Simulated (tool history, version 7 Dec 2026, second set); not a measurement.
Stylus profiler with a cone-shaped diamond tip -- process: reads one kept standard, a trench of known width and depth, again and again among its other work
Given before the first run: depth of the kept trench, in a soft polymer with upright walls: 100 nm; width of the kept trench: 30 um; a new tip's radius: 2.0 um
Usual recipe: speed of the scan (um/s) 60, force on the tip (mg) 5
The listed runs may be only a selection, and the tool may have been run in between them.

run     day  speed of the scan (um/s)  force on the tip (mg)  depth of the trench (Å)  width of the trench's floor (um)
  1       0                        60                      5                   1021.6                             28.39
  2   0.483                        60                      5                   1019.7                             28.43
  3   1.029                        60                      5                   1021.8                             28.48
  4   1.654                        35                      5                     1021                             28.53
  5    2.05                        60                   3.03                   1014.1                             28.37
  6   2.621                        60                      5                   1020.7                             28.43
  7   3.233                        60                      5                   1021.4                             28.45
      3.312  -- height scale calibrated on a step standard
  8   3.683                        39                      5                     1021                             28.48
  9   4.183                        39                      5                   1021.8                             28.52
 10   4.517                        39                  11.93                   1038.9                             28.61
 11   5.154                        39                  11.93                   1038.2                             28.56
 12   5.738                        39                  11.93                   1038.9                              28.6
 13     6.1                       185                   6.88                   1026.1                             28.02
      6.638  -- height scale calibrated on a step standard, once more
 14   6.638                        49                      5                   1020.6                             28.47
 15   7.071                        88                   4.27                   1018.3                             28.32
 16   7.454                        88                   4.27                   1019.6                             28.29
 17   8.092                        88                   4.27                   1017.9                             28.29
 18   8.371                        27                  12.25                   1036.3                             28.62
 19   8.833                       116                    5.1                   1019.8                             28.12
 20   9.338                        98                   2.29                   1011.5                             28.05
 21   9.788                       151                   2.13                   1012.7                             27.66
 22  10.346                        85                   2.13                   1010.1                              28.1

For run 23, what comes out?
 23  10.796                        85                   2.13                        ?                                 ?

{"run 23": {"depth of the trench (Å)": 1011.9, "width of the trench's floor (um)": 28.09}}
Without the tool's hidden state the same run would have given depth of the trench (Å) 1012.1, width of the trench's floor (um) 28.17.

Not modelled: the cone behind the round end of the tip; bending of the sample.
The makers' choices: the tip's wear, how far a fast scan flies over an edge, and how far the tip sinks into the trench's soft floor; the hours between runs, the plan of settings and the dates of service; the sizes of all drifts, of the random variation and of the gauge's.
